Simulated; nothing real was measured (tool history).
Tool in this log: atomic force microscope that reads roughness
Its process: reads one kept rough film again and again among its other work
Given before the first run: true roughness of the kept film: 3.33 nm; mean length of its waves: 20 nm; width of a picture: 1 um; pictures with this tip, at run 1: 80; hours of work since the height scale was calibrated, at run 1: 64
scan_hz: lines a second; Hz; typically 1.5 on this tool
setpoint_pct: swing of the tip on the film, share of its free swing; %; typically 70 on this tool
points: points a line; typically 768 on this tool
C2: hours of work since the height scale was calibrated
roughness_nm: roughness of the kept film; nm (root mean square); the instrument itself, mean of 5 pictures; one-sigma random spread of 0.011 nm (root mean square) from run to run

Run 1, hour 0: usual settings; pictures with this tip 80; C2 64. Result: roughness_nm 2.308 nm (root mean square).
At hour 36.1: new tip fitted.
Run 2, hour 36.1: usual settings; pictures with this tip 0; C2 90. Result: roughness_nm 2.551 nm (root mean square).
Run 3, hour 84.9: usual settings but setpoint_pct 81 %; pictures with this tip 109; C2 126. Result: roughness_nm 2.153 nm (root mean square).
At hour 108.3: new tip fitted.
Run 4, hour 117.3: usual settings but setpoint_pct 89 %; pictures with this tip 20; C2 150. Result: roughness_nm 2.265 nm (root mean square).
Run 5, hour 167.6: usual settings but setpoint_pct 89 %; pictures with this tip 133; C2 187. Result: roughness_nm 1.94 nm (root mean square).
At hour 179.2: new tip fitted.
Run 6, hour 230.8: usual settings but points 307; pictures with this tip 116; C2 233. Result: roughness_nm 2.127 nm (root mean square).
At hour 249: new tip fitted.
Run 7, hour 282.4: usual settings but scan_hz 2.11 Hz; pictures with this tip 75; C2 271. Result: roughness_nm 2.226 nm (root mean square).
At hour 323.1: new tip fitted.
Run 8, hour 346.5: usual settings but scan_hz 2.11 Hz; pictures with this tip 52; C2 318. Result: roughness_nm 2.308 nm (root mean square).
At hour 397.5: new tip fitted.
Run 9, hour 408.6: usual settings; pictures with this tip 25; C2 363. Result: roughness_nm 2.435 nm (root mean square).
Run 10, hour 446.9: usual settings but points 518; pictures with this tip 111; C2 391. Result: roughness_nm 2.155 nm (root mean square).
At hour 467.1: new tip fitted.
Run 11, hour 482: usual settings; pictures with this tip 33; C2 417. Result: roughness_nm 2.434 nm (root mean square).
Run 12, hour 531.8: usual settings; pictures with this tip 145; C2 454. Result: roughness_nm 2.085 nm (root mean square).
At hour 536.9: new tip fitted.
Run 13, hour 594.1: usual settings; pictures with this tip 128; C2 499. Result: roughness_nm 2.166 nm (root mean square).
At hour 607: new tip fitted.
Run 14, hour 664.9: usual settings but setpoint_pct 85 %; pictures with this tip 130; C2 551. Result: roughness_nm 1.964 nm (root mean square).
At hour 679.3: new tip fitted.
Run 15, hour 695.9: usual settings but setpoint_pct 85 %; pictures with this tip 37; C2 573. Result: roughness_nm 2.247 nm (root mean square).
At hour 749: new tip fitted.
Run 16, hour 750.2: usual settings but setpoint_pct 85 %; pictures with this tip 2; C2 613. Result: roughness_nm 2.324 nm (root mean square).
Run 17, hour 796: usual settings but scan_hz 1.42 Hz; pictures with this tip 105; C2 647. Result: roughness_nm 2.16 nm (root mean square).
At hour 820: new tip fitted.
Run 18, hour 837: usual settings but scan_hz 1.42 Hz; pictures with this tip 37; C2 677. Result: roughness_nm 2.398 nm (root mean square).
Run 19, hour 881.2: usual settings but scan_hz 1.42 Hz, setpoint_pct 84 %; pictures with this tip 136; C2 709. Result: roughness_nm 2.017 nm (root mean square).
At hour 891.5: new tip fitted.
Run 20, hour 928: usual settings but scan_hz 1.42 Hz, setpoint_pct 84 %; pictures with this tip 82; C2 743. Result: roughness_nm 2.158 nm (root mean square).
At hour 963.3: new tip fitted.
Run 21, hour 983.4: usual settings but scan_hz 1.42 Hz, setpoint_pct 84 %; pictures with this tip 45; C2 784. Result: roughness_nm 2.219 nm (root mean square).
At hour 1033: new tip fitted.
Run 22, hour 1039.6: usual settings but scan_hz 1.42 Hz, setpoint_pct 84 %; pictures with this tip 15; C2 825. Result: roughness_nm 2.336 nm (root mean square).
At hour 1104.7: new tip fitted.
Run 23, hour 1104.7: usual settings but scan_hz 1.38 Hz, points 716; pictures with this tip 0; C2 872. Result: roughness_nm 2.515 nm (root mean square).
At hour 1111.9: height scale calibrated on a step standard.
Run 24, hour 1150.5: usual settings but scan_hz 1.38 Hz, setpoint_pct 76 %, points 1007; pictures with this tip 101; C2 28. Result: roughness_nm 2.157 nm (root mean square).
At hour 1178.2: new tip fitted.
Run 25, hour 1193.6: usual settings but setpoint_pct 84 %; pictures with this tip 35; C2 60. Result: roughness_nm 2.216 nm (root mean square).
At hour 1251.5: new tip fitted.
Run 26, hour 1251.5: usual settings but setpoint_pct 79 %; pictures with this tip 0; C2 102. Result: roughness_nm 2.43 nm (root mean square).
Run 27, hour 1290.1: usual settings but setpoint_pct 79 %; pictures with this tip 86; C2 131. Result: roughness_nm 2.131 nm (root mean square).
At hour 1306.5: height scale calibrated on a step standard, once more.
At hour 1323.6: new tip fitted.
Run 28, hour 1344.2: usual settings but setpoint_pct 80 %; pictures with this tip 47; C2 27. Result: roughness_nm 2.284 nm (root mean square).
Run 29, hour 1390.6: usual settings but scan_hz 3.12 Hz, setpoint_pct 84 %; pictures with this tip 151; C2 62. Result: roughness_nm 1.785 nm (root mean square).
At hour 1397.7: new tip fitted.
Run 30, hour 1424.3: usual settings but scan_hz 3.51 Hz, setpoint_pct 65 %, points 279; pictures with this tip 60; C2 86. Result: roughness_nm 2.21 nm (root mean square).
At hour 1469.7: new tip fitted.
Run 31, hour 1494.6: usual settings but scan_hz 3.51 Hz, setpoint_pct 65 %, points 279; pictures with this tip 56; C2 137. Result: roughness_nm 2.208 nm (root mean square).
At hour 1544.1: new tip fitted.
Run 32, hour 1562.1: usual settings but scan_hz 3.13 Hz, points 336; pictures with this tip 40; C2 187. Result: roughness_nm 2.201 nm (root mean square).
At hour 1620.2: new tip fitted.
Run 33, hour 1632.3: usual settings but scan_hz 3.13 Hz, points 336; pictures with this tip 27; C2 238. Result: roughness_nm 2.301 nm (root mean square).
Run 34, hour 1680.4: usual settings but setpoint_pct 59 %, points 281; pictures with this tip 135; C2 274. Result: roughness_nm 2.147 nm (root mean square).
At hour 1692.1: new tip fitted.
Run 35, hour 1729.4: usual settings but scan_hz 1.93 Hz, setpoint_pct 62 %, points 639; pictures with this tip 83; C2 309. Result: roughness_nm 2.235 nm (root mean square).
At hour 1763.8: new tip fitted.
Run 36, hour 1777.4: usual settings but scan_hz 2.11 Hz, setpoint_pct 84 %, points 287; pictures with this tip 31; C2 344. Result: roughness_nm 2.132 nm (root mean square).
At hour 1836.4: new tip fitted.
Run 37, hour 1836.4: usual settings but scan_hz 2.11 Hz, setpoint_pct 84 %, points 287; pictures with this tip 0; C2 388. Result: roughness_nm 2.251 nm (root mean square).
Run 38, hour 1893: usual settings but scan_hz 2.11 Hz, setpoint_pct 81 %, points 348; pictures with this tip 126; C2 429. Result: roughness_nm 1.963 nm (root mean square).
At hour 1911.3: new tip fitted.
Run 39, hour 1948.6: usual settings but scan_hz 2.11 Hz, setpoint_pct 81 %, points 348; pictures with this tip 84; C2 470. Result: roughness_nm 2.038 nm (root mean square).
At hour 1983.4: new tip fitted.
Run 40, hour 1994.4: usual settings but scan_hz 2.11 Hz, setpoint_pct 81 %, points 348; pictures with this tip 24; C2 503. Result: roughness_nm 2.247 nm (root mean square).
Run 41, hour 2046: usual settings but scan_hz 0.81 Hz, setpoint_pct 77 %, points 828; pictures with this tip 140; C2 541. Result: roughness_nm 2.127 nm (root mean square).
At hour 2053.5: new tip fitted.
Run 42, hour 2106.1: usual settings but scan_hz 2.77 Hz, setpoint_pct 59 %, points 828; pictures with this tip 118; C2 585. Result: roughness_nm 2.149 nm (root mean square).
At hour 2124.7: new tip fitted.
Run 43, hour 2137.9: usual settings but scan_hz 2.77 Hz, setpoint_pct 59 %, points 828; pictures with this tip 29; C2 608. Result: roughness_nm 2.423 nm (root mean square).
Run 44, hour 2185.7: usual settings but scan_hz 2.77 Hz, setpoint_pct 59 %, points 828; pictures with this tip 136; C2 644. Result: roughness_nm 2.104 nm (root mean square).

Same runs, no hidden state in the tool, same run-to-run variation:
What the log doesn't record here: radius of the tip, nm; height scale over the true one, %; drift of the gauge itself on roughness_nm, %.
run  roughness_nm
  1         2.556
  2         2.556
  3         2.463
  4         2.372
  5         2.352
  6         2.509
  7         2.526
  8         2.514
  9          2.57
 10         2.548
 11         2.563
 12         2.523
 13         2.592
 14         2.404
 15         2.392
 16         2.398
 17         2.574
 18         2.554
 19         2.443
 20         2.434
 21         2.434
 22         2.444
 23         2.558
 24         2.504
 25         2.414
 26         2.471
 27         2.453
 28         2.452
 29         2.176
 30         2.403
 31         2.397
 32         2.352
 33         2.384
 34         2.568
 35         2.593
 36         2.274
 37         2.262
 38         2.351
 39         2.346
 40         2.328
 41         2.588
 42         2.572
 43         2.562
 44         2.574

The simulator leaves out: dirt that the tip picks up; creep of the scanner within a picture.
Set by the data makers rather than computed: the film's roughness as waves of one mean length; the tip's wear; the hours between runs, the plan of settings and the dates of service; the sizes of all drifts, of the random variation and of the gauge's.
